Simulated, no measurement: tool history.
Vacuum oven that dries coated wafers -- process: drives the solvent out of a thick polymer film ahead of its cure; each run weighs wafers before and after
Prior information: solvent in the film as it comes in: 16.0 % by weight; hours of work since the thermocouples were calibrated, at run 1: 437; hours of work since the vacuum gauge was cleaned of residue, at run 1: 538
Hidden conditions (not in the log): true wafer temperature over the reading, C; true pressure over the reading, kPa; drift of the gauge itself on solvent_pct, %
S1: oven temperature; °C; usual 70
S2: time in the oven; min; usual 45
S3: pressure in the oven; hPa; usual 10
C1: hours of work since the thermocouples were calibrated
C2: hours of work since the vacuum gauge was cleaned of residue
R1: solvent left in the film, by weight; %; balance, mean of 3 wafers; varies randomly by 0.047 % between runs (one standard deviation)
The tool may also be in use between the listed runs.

{"run": 1, "hour": 0.0, "S1": 70, "S2": 45, "S3": 10, "C1": 437, "C2": 538, "R1": 4.56}
{"run": 2, "hour": 48.8, "S1": 77, "S2": 45, "S3": 10, "C1": 475, "C2": 577, "R1": 2.89}
{"run": 3, "hour": 92.0, "S1": 77, "S2": 45, "S3": 10, "C1": 509, "C2": 611, "R1": 2.87}
{"run": 4, "hour": 140.2, "S1": 77, "S2": 45, "S3": 10, "C1": 547, "C2": 649, "R1": 2.94}
{"run": 5, "hour": 203.4, "S1": 77, "S2": 45, "S3": 5.2, "C1": 597, "C2": 698, "R1": 2.59}
{"run": 6, "hour": 255.7, "S1": 77, "S2": 45, "S3": 5.2, "C1": 638, "C2": 739, "R1": 2.66}
{"run": 7, "hour": 301.1, "S1": 70, "S2": 45, "S3": 10, "C1": 674, "C2": 775, "R1": 4.81}
{"run": 8, "hour": 336.3, "S1": 70, "S2": 45, "S3": 10, "C1": 701, "C2": 803, "R1": 4.73}
{"run": 9, "hour": 379.8, "S1": 70, "S2": 45, "S3": 10, "C1": 736, "C2": 837, "R1": 4.75}
{"run": 10, "hour": 449.2, "S1": 70, "S2": 45, "S3": 10, "C1": 790, "C2": 892, "R1": 4.79}
{"run": 11, "hour": 496.1, "S1": 55, "S2": 45, "S3": 10, "C1": 827, "C2": 928, "R1": 8.94}
{"run": 12, "hour": 534.0, "S1": 70, "S2": 45, "S3": 10, "C1": 857, "C2": 958, "R1": 4.96}
{"run": 13, "hour": 604.8, "S1": 70, "S2": 45, "S3": 10, "C1": 913, "C2": 1014, "R1": 4.84}
{"run": 14, "hour": 675.9, "S1": 70, "S2": 45, "S3": 10, "C1": 969, "C2": 1070, "R1": 4.93}
{"run": 15, "hour": 743.1, "S1": 70, "S2": 45, "S3": 10, "C1": 1021, "C2": 1123, "R1": 4.95}
{"run": 16, "hour": 807.8, "S1": 70, "S2": 64, "S3": 10, "C1": 1072, "C2": 1174, "R1": 3.55}
{"run": 17, "hour": 864.0, "S1": 70, "S2": 64, "S3": 10, "C1": 1117, "C2": 1218, "R1": 3.55}
{"run": 18, "hour": 909.3, "S1": 70, "S2": 64, "S3": 10, "C1": 1152, "C2": 1254, "R1": 3.62}
{"run": 19, "hour": 981.8, "S1": 70, "S2": 64, "S3": 10, "C1": 1209, "C2": 1311, "R1": 3.55}
{"hour": 1026.0, "done": "oven's thermocouples calibrated"}
{"run": 20, "hour": 1048.2, "S1": 70, "S2": 26, "S3": 10, "C1": 17, "C2": 1361, "R1": 6.92}
{"run": 21, "hour": 1124.2, "S1": 65, "S2": 26, "S3": 10, "C1": 77, "C2": 1421, "R1": 8.11}
{"run": 22, "hour": 1165.2, "S1": 65, "S2": 26, "S3": 25.7, "C1": 109, "C2": 1453, "R1": 8.96}
{"run": 23, "hour": 1226.8, "S1": 76, "S2": 35, "S3": 32.7, "C1": 158, "C2": 1502, "R1": 5.27}
{"run": 24, "hour": 1308.8, "S1": 67, "S2": 65, "S3": 32.7, "C1": 222, "C2": 1566, "R1": 5.88}
{"run": 25, "hour": 1362.4, "S1": 68, "S2": 49, "S3": 6.5, "C1": 265, "C2": 1608, "R1": 4.51}
{"run": 26, "hour": 1401.2, "S1": 69, "S2": 70, "S3": 6.5, "C1": 295, "C2": 1639, "R1": 2.9}
{"run": 27, "hour": 1475.8, "S1": 70, "S2": 32, "S3": 13.9, "C1": 354, "C2": 1698, "R1": 6.35}
{"run": 28, "hour": 1542.8, "S1": 70, "S2": 32, "S3": 13.9, "C1": 407, "C2": 1750, "R1": 6.48}
{"run": 29, "hour": 1587.7, "S1": 57, "S2": 61, "S3": 23.9, "C1": 442, "C2": 1786, "R1": 8.65}
{"hour": 1656.1, "done": "vacuum gauge cleaned of residue and calibrated"}
{"run": 30, "hour": 1670.7, "S1": 70, "S2": 24, "S3": 26.9, "C1": 506, "C2": 12, "R1": 7.95}
{"run": 31, "hour": 1715.5, "S1": 81, "S2": 33, "S3": 6.2, "C1": 541, "C2": 47, "R1": 2.83}
{"run": 32, "hour": 1751.6, "S1": 66, "S2": 43, "S3": 16.3, "C1": 570, "C2": 75, "R1": 6.2}
{"run": 33, "hour": 1829.3, "S1": 66, "S2": 43, "S3": 16.3, "C1": 631, "C2": 136, "R1": 6.22}
{"run": 34, "hour": 1886.6, "S1": 66, "S2": 22, "S3": 24.9, "C1": 676, "C2": 181, "R1": 9.52}
{"run": 35, "hour": 1956.9, "S1": 76, "S2": 43, "S3": 18.2, "C1": 731, "C2": 237, "R1": 3.69}
{"run": 36, "hour": 2030.5, "S1": 55, "S2": 36, "S3": 18.2, "C1": 789, "C2": 295, "R1": 10.1}
{"run": 37, "hour": 2089.6, "S1": 55, "S2": 36, "S3": 8.2, "C1": 835, "C2": 341, "R1": 9.27}
{"run": 38, "hour": 2132.3, "S1": 58, "S2": 64, "S3": 8.2, "C1": 869, "C2": 375, "R1": 6.33}
{"run": 39, "hour": 2168.3, "S1": 58, "S2": 64, "S3": 8.2, "C1": 897, "C2": 403, "R1": 6.34}
{"run": 40, "hour": 2223.9, "S1": 57, "S2": 64, "S3": 8.2, "C1": 941, "C2": 447, "R1": 6.67}
{"run": 41, "hour": 2294.3, "S1": 82, "S2": 45, "S3": 36.5, "C1": 996, "C2": 502, "R1": 3.38}
{"run": 42, "hour": 2333.7, "S1": 74, "S2": 45, "S3": 10, "C1": 1027, "C2": 533, "R1": 3.68}

5 ways to go on from here, each from the tool as it stands after run 42. What would each give?
{"run": "A", "hour": 2401.7, "S1": 81, "S2": 52, "S3": 6.6, "C1": 1081, "C2": 587, "R1": "?"}
{"run": "B", "hour": 2401.7, "S1": 70, "S2": 27, "S3": 10, "C1": 1081, "C2": 587, "R1": "?"}
{"run": "C", "hour": 2401.7, "S1": 74, "S2": 45, "S3": 32.2, "C1": 1081, "C2": 587, "R1": "?"}
{"run": "D", "hour": 2401.7, "S1": 70, "S2": 54, "S3": 10, "C1": 1081, "C2": 587, "R1": "?"}
{"run": "E", "hour": 2401.7, "S1": 62, "S2": 26, "S3": 38.6, "C1": 1081, "C2": 587, "R1": "?"}

run=A R1=1.52
run=B R1=7.02
run=C R1=5.16
run=D R1=3.99
run=E R1=10.92
With the hidden condition removed and each run's random variation left untouched, the same runs would have given:
run=A R1=1.24
run=B R1=6.59
run=C R1=4.69
run=D R1=3.53
run=E R1=10.47
